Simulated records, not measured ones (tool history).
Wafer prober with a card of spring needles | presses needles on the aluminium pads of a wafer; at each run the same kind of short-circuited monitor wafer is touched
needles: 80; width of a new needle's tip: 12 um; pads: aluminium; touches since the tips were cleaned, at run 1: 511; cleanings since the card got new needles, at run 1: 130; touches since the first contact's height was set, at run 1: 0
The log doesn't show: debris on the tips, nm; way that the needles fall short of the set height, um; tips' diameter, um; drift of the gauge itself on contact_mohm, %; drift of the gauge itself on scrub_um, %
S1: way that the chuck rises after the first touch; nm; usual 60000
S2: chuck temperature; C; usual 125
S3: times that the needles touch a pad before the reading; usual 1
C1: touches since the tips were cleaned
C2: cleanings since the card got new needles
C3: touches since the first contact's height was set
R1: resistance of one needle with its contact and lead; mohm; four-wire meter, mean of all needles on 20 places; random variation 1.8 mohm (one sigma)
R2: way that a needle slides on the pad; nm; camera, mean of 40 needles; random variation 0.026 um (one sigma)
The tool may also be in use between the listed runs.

run 1 day=0 | S1=60000 S2=125 S3=1 | C1=511 C2=130 C3=0 | R1=217 R2=11960
-- day=0.517 tips cleaned on abrasive film
-- day=1.121 tips cleaned on abrasive film
run 2 day=1.121 | S1=60000 S2=125 S3=1 | C1=0 C2=132 C3=16909 | R1=206 R2=11970
-- day=1.746 tips cleaned on abrasive film
-- day=2.338 tips cleaned on abrasive film
-- day=2.95 tips cleaned on abrasive film
run 3 day=3.258 | S1=60000 S2=125 S3=2 | C1=4690 C2=135 C3=49226 | R1=256 R2=11850
-- day=3.508 tips cleaned on abrasive film
-- day=4.104 tips cleaned on abrasive film
-- day=4.65 tips cleaned on abrasive film
run 4 day=4.65 | S1=60000 S2=125 S3=1 | C1=0 C2=138 C3=70226 | R1=196 R2=11810
-- day=5.271 tips cleaned on abrasive film
-- day=5.796 tips cleaned on abrasive film
run 5 day=5.796 | S1=60000 S2=125 S3=1 | C1=0 C2=140 C3=87519 | R1=199 R2=11860
-- day=6.404 tips cleaned on abrasive film
-- day=7.004 tips cleaned on abrasive film
run 6 day=7.029 | S1=60000 S2=32 S3=1 | C1=346 C2=142 C3=106113 | R1=204 R2=11790
-- day=7.533 tips cleaned on abrasive film
-- day=8.15 tips cleaned on abrasive film
-- day=8.762 tips cleaned on abrasive film
run 7 day=8.967 | S1=60000 S2=125 S3=1 | C1=3095 C2=145 C3=135397 | R1=289 R2=11740
-- day=9.354 tips cleaned on abrasive film
-- day=9.954 tips cleaned on abrasive film
run 8 day=10.15 | S1=67000 S2=125 S3=1 | C1=3024 C2=147 C3=153291 | R1=266 R2=13080
-- day=10.542 tips cleaned on abrasive film
-- day=11.117 tips cleaned on abrasive film
run 9 day=11.138 | S1=60000 S2=125 S3=1 | C1=320 C2=149 C3=168130 | R1=220 R2=11740
-- day=11.646 tips cleaned on abrasive film
-- day=12.267 tips cleaned on abrasive film
-- day=12.858 tips cleaned on abrasive film
run 10 day=13.271 | S1=60000 S2=125 S3=1 | C1=6270 C2=152 C3=200383 | R1=338 R2=11620
-- day=13.404 tips cleaned on abrasive film
-- day=14.008 tips cleaned on abrasive film
-- day=14.554 tips cleaned on abrasive film
-- day=15.083 tips cleaned on abrasive film
run 11 day=15.083 | S1=60000 S2=125 S3=1 | C1=0 C2=156 C3=227680 | R1=203 R2=11570
-- day=15.7 tips cleaned on abrasive film
-- day=16.212 height of the first contact set anew
-- day=16.342 tips cleaned on abrasive film
run 12 day=16.812 | S1=60000 S2=125 S3=1 | C1=7140 C2=158 C3=9058 | R1=332 R2=11930
-- day=16.942 tips cleaned on abrasive film
-- day=17.533 tips cleaned on abrasive film
run 13 day=17.983 | S1=60000 S2=125 S3=1 | C1=6841 C2=160 C3=26783 | R1=327 R2=11930
-- day=18.117 tips cleaned on abrasive film
-- day=18.725 tips cleaned on abrasive film
-- day=19.312 tips cleaned on abrasive film
run 14 day=19.333 | S1=60000 S2=125 S3=1 | C1=287 C2=163 C3=47079 | R1=212 R2=11850
-- day=19.95 tips cleaned on abrasive film
-- day=20.538 tips cleaned on abrasive film
run 15 day=20.892 | S1=60000 S2=125 S3=1 | C1=5368 C2=165 C3=70671 | R1=323 R2=11820
-- day=21.15 tips cleaned on abrasive film
-- day=21.788 tips cleaned on abrasive film
-- day=22.392 tips cleaned on abrasive film
run 16 day=22.471 | S1=40000 S2=40 S3=3 | C1=1248 C2=168 C3=94520 | R1=250 R2=7830
-- day=22.954 tips cleaned on abrasive film
-- day=23.538 tips cleaned on abrasive film
-- day=24.183 tips cleaned on abrasive film
run 17 day=24.65 | S1=60000 S2=40 S3=3 | C1=7085 C2=171 C3=127424 | R1=238 R2=11780
-- day=24.783 tips cleaned on abrasive film
-- day=25.396 tips cleaned on abrasive film
run 18 day=25.65 | S1=50000 S2=40 S3=2 | C1=3874 C2=173 C3=142501 | R1=302 R2=9740
-- day=25.983 tips cleaned on abrasive film
-- day=26.621 tips cleaned on abrasive film
run 19 day=27.112 | S1=64000 S2=54 S3=1 | C1=7491 C2=175 C3=164627 | R1=326 R2=12520
-- day=27.246 tips cleaned on abrasive film
-- day=27.862 tips cleaned on abrasive film
-- day=28.379 tips cleaned on abrasive film
-- day=28.979 tips cleaned on abrasive film
run 20 day=28.979 | S1=64000 S2=28 S3=1 | C1=0 C2=179 C3=192756 | R1=185 R2=12440
-- day=29.529 tips cleaned on abrasive film
-- day=30.142 tips cleaned on abrasive film
run 21 day=30.283 | S1=63000 S2=125 S3=2 | C1=2166 C2=181 C3=212498 | R1=249 R2=12220
-- day=30.771 tips cleaned on abrasive film
run 22 day=31.229 | S1=63000 S2=125 S3=2 | C1=7013 C2=182 C3=226801 | R1=276 R2=12230
-- day=31.329 tips cleaned on abrasive film
-- day=31.9 tips cleaned on abrasive film
-- day=32.383 height of the first contact set anew
-- day=32.512 tips cleaned on abrasive film
-- day=33.154 tips cleaned on abrasive film
run 23 day=33.296 | S1=60000 S2=38 S3=1 | C1=2159 C2=186 C3=13756 | R1=299 R2=11920
-- day=33.779 tips cleaned on abrasive film
-- day=34.388 tips cleaned on abrasive film
run 24 day=34.567 | S1=60000 S2=38 S3=1 | C1=2699 C2=188 C3=32949 | R1=301 R2=11910
-- day=34.979 tips cleaned on abrasive film
-- day=35.604 tips cleaned on abrasive film
run 25 day=35.75 | S1=60000 S2=38 S3=1 | C1=2257 C2=190 C3=50859 | R1=295 R2=11860
-- day=36.246 tips cleaned on abrasive film
-- day=36.829 tips cleaned on abrasive film
-- day=37.329 card fitted with new needles
run 26 day=37.417 | S1=47000 S2=27 S3=1 | C1=1317 C2=0 C3=1317 | R1=248 R2=9380
-- day=37.933 tips cleaned on abrasive film
-- day=38.525 tips cleaned on abrasive film
-- day=39.125 tips cleaned on abrasive film
run 27 day=39.125 | S1=42000 S2=92 S3=1 | C1=0 C2=3 C3=27102 | R1=199 R2=8290
-- day=39.771 tips cleaned on abrasive film
run 28 day=40.088 | S1=61000 S2=69 S3=1 | C1=4826 C2=4 C3=41670 | R1=266 R2=12110
-- day=40.346 tips cleaned on abrasive film
-- day=40.971 tips cleaned on abrasive film
-- day=41.596 tips cleaned on abrasive film
run 29 day=41.729 | S1=57000 S2=125 S3=1 | C1=2033 C2=7 C3=66443 | R1=255 R2=11260

4 ways to go on from here, each from the tool as it stands after run 29. What would each give?
-- day=42.221 tips cleaned on abrasive film
-- day=42.867 tips cleaned on abrasive film
-- day=43.475 tips cleaned on abrasive film
run A day=43.775 | S1=63000 S2=125 S3=1 | C1=4564 C2=10 C3=97391 | R1=? R2=?
-- day=42.221 tips cleaned on abrasive film
-- day=42.867 tips cleaned on abrasive film
-- day=43.475 tips cleaned on abrasive film
run B day=43.775 | S1=43000 S2=125 S3=1 | C1=4564 C2=10 C3=97391 | R1=? R2=?
-- day=42.221 tips cleaned on abrasive film
-- day=42.867 tips cleaned on abrasive film
-- day=43.475 tips cleaned on abrasive film
run C day=43.775 | S1=57000 S2=125 S3=1 | C1=4564 C2=10 C3=97391 | R1=? R2=?
-- day=42.221 tips cleaned on abrasive film
-- day=42.867 tips cleaned on abrasive film
-- day=43.475 tips cleaned on abrasive film
run D day=43.775 | S1=40000 S2=125 S3=1 | C1=4564 C2=10 C3=97391 | R1=? R2=?

run=A R1=269 R2=12440
run=B R1=354 R2=8440
run=C R1=288 R2=11150
run=D R1=383 R2=7860
Without the tool's hidden state the same runs would have given:
run=A R1=184 R2=12570
run=B R1=192 R2=8570
run=C R1=187 R2=11280
run=D R1=196 R2=7990
